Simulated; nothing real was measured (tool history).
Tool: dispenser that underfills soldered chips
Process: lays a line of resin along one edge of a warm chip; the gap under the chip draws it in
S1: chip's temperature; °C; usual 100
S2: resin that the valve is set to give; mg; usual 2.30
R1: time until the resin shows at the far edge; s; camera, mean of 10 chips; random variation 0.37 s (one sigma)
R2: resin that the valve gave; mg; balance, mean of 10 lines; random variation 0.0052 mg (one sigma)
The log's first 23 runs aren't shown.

run   hour   S1    S2    R1     R2
     136.0  -- new syringe of resin
 24  136.7   99  2.23  22.6  2.203
 25  141.4  109  2.64  18.9  2.602
     144.9  -- new syringe of resin
 26  146.5  109  2.64  14.7  2.613
 27  150.0  109  2.64  18.6  2.605
     153.5  -- new syringe of resin
 28  157.7  109  2.64  17.0  2.597
     161.9  -- new syringe of resin
 29  162.9  107  2.12  16.0  2.077
 30  168.8  102  2.18  29.0  2.135
     170.5  -- new syringe of resin
 31  175.1  102  2.18  25.0  2.122
     179.1  -- new syringe of resin
 32  182.6  102  2.18  23.6  2.120
     187.5  -- new syringe of resin
 33  187.5   98  2.30  21.8  2.234
 34  193.6  100  2.42  28.8  2.347
     195.9  -- new syringe of resin
 35  200.4  109  2.92  17.0  2.815
     204.5  -- new syringe of resin
     206.2  -- dispensing valve cleaned and set on the balance
 36  209.0  100  2.11  25.3  2.113

3 ways to go on from here, each from the tool as it stands after run 36. What would each give?
     213.8  -- new syringe of resin
  A  214.5  103  2.22   ?   ?
     213.8  -- new syringe of resin
  B  214.5  114  2.25   ?   ?
     213.8  -- new syringe of resin
  C  214.5  113  2.90   ?   ?

run    R1     R2
  A  17.7  2.222
  B  11.0  2.238
  C  12.0  2.898
Without the tool's hidden state the same runs would have given:
run    R1     R2
  A  18.1  2.221
  B  11.3  2.237
  C  12.2  2.896
